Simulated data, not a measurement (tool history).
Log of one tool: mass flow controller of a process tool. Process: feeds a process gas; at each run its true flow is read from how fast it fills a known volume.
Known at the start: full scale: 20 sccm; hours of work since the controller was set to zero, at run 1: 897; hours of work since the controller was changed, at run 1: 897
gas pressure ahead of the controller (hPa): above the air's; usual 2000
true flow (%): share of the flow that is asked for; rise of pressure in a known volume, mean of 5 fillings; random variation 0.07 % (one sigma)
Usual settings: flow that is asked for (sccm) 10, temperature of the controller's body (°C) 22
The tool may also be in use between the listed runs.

run   hour  flow that is asked for (sccm)  gas pressure ahead of the controller (hPa)  temperature of the controller's body (°C)  hours of work since the controller was set to zero  hours of work since the controller was changed  true flow (%)
  1    0.0                             10                                        2000                                         22                                                 897                                             897          99.13
  2   76.6                             10                                        2550                                         22                                                 926                                             926          99.29
  3  128.2                             10                                        2550                                         22                                                 946                                             946          99.15
  4  201.6                             10                                        2000                                         22                                                 974                                             974          99.03
  5  238.8                             10                                        1830                                         22                                                 988                                             988          99.07
  6  278.4                             10                                        1830                                         22                                                1003                                            1003          99.00
  7  321.2                             10                                        1830                                         22                                                1019                                            1019          98.98
  8  380.0                             10                                        2000                                         22                                                1041                                            1041          99.03
  9  453.1                             10                                        2000                                         22                                                1069                                            1069          99.06
 10  531.7                             10                                        1400                                         22                                                1099                                            1099          98.88
 11  583.0                             14                                        2300                                         23                                                1119                                            1119          99.38
 12  658.5                             14                                        2300                                         23                                                1147                                            1147          99.52
 13  725.6                              3                                        1700                                         25                                                1173                                            1173          99.19
 14  767.5                              3                                        1700                                         25                                                1189                                            1189          99.22
 15  815.8                              5                                        2370                                         31                                                1207                                            1207          98.70
 16  875.5                              4                                        2480                                         22                                                1230                                            1230          99.16
 17  912.5                              4                                        2340                                         35                                                1244                                            1244          98.79
 18  963.7                              4                                        2340                                         35                                                1264                                            1264          98.74

3 ways to go on from here, each from the tool as it stands after run 18. What would each give?
  A  1014.6                             13                                        2230                                         23                                                1283                                            1283              ?
  B  1014.6                              3                                        1830                                         40                                                1283                                            1283              ?
  C  1014.6                              6                                        2340                                         35                                                1283                                            1283              ?

run  true flow (%)
  A          99.27
  B          98.67
  C          98.70
Without the tool's hidden state the same runs would have given:
run  true flow (%)
  A          99.37
  B          97.58
  C          98.38
